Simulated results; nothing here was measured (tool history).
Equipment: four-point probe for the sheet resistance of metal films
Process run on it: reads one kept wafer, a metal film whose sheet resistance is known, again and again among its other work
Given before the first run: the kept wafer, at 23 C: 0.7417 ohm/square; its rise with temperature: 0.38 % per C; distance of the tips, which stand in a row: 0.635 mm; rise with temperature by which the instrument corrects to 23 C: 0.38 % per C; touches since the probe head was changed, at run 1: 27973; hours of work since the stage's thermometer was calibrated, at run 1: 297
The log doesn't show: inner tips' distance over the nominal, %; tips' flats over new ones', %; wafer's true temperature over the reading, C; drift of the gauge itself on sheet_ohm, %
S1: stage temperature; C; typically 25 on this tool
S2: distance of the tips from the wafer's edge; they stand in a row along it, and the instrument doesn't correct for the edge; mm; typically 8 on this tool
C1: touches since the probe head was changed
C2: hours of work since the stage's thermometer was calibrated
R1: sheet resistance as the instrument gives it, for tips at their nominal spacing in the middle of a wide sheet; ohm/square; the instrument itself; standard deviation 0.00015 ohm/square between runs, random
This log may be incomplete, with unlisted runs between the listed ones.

{"run": 1, "hour": 0.0, "S1": 25, "S2": 8, "C1": 27973, "C2": 297, "R1": 0.744376}
{"run": 2, "hour": 39.3, "S1": 23, "S2": 8, "C1": 29212, "C2": 318, "R1": 0.744422}
{"run": 3, "hour": 92.8, "S1": 25, "S2": 8, "C1": 30900, "C2": 347, "R1": 0.744528}
{"run": 4, "hour": 134.4, "S1": 25, "S2": 4, "C1": 32212, "C2": 369, "R1": 0.751567}
{"run": 5, "hour": 166.0, "S1": 25, "S2": 4, "C1": 33210, "C2": 386, "R1": 0.751689}
{"run": 6, "hour": 209.1, "S1": 25, "S2": 4, "C1": 34569, "C2": 410, "R1": 0.751733}
{"run": 7, "hour": 260.5, "S1": 25, "S2": 4, "C1": 36193, "C2": 437, "R1": 0.751486}
{"run": 8, "hour": 316.3, "S1": 19, "S2": 9, "C1": 37953, "C2": 467, "R1": 0.743779}
{"run": 9, "hour": 367.2, "S1": 21, "S2": 19, "C1": 39557, "C2": 495, "R1": 0.742248}
{"run": 10, "hour": 429.5, "S1": 21, "S2": 19, "C1": 41524, "C2": 528, "R1": 0.741903}
{"run": 11, "hour": 495.5, "S1": 21, "S2": 19, "C1": 43606, "C2": 564, "R1": 0.741674}

Pick out some run-to-run changes in R1. Of each, how much would a tool without hidden state show as well, from the settings, what came in and chance, and how much is left for the hidden state and any gauge scatter not in both results compared?
Run 7 -> 8: S1 25 -> 19, S2 4 -> 9. R1 -0.007707 ohm/square: hidden state -0.000065, all else -0.007642.
Run 10 -> 11: settings left as they were, no log entry in between. R1 -0.000229 ohm/square: hidden state -0.000082, all else -0.000147.

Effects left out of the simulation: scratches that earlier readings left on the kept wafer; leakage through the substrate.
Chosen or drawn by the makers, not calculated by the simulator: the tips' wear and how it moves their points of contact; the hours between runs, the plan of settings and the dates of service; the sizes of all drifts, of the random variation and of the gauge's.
